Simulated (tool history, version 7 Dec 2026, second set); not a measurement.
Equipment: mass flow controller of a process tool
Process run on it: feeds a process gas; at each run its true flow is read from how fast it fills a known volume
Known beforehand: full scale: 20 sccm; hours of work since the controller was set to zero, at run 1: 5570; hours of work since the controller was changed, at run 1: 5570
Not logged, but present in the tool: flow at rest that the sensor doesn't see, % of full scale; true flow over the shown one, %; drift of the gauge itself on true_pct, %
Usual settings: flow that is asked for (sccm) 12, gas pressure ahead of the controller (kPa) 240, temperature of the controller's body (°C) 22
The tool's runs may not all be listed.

run,hour,flow that is asked for (sccm),gas pressure ahead of the controller (kPa),temperature of the controller's body (°C),hours of work since the controller was set to zero,hours of work since the controller was changed,true flow (%)
1,0.0,12,240,22,5570,5570,93.05
2,146.3,12,240,22,5616,5616,93.11
3,286.5,12,240,36,5659,5659,93.39
4,407.4,12,240,22,5697,5697,92.99
5,480.5,12,240,22,5720,5720,92.99
6,574.0,12,240,22,5749,5749,92.91
7,646.6,12,240,22,5771,5771,92.84
8,774.6,12,240,22,5811,5811,92.82
9,869.4,12,240,22,5841,5841,92.85
10,946.6,12,240,22,5865,5865,92.83
11,1062.2,12,240,22,5901,5901,92.77
12,1201.5,12,240,22,5944,5944,92.81
13,1332.6,12,240,22,5985,5985,92.68
14,1425.6,12,240,22,6014,6014,92.76
15,1499.7,3,240,22,6037,6037,86.07
16,1599.3,3,240,22,6068,6068,86.09
# hour 1659.7: controller exchanged for a calibrated one
17,1713.3,3,240,22,17,17,98.38
18,1778.5,12,240,22,37,37,99.06
19,1853.9,2,185,22,60,60,98.41

Expected results for the next run?
20,1939.5,2,226,33,87,87,?

{"run 20": {"true flow (%)": 98.29}}
The same run, on a tool lacking any hidden state, would have yielded true flow (%) 98.66.
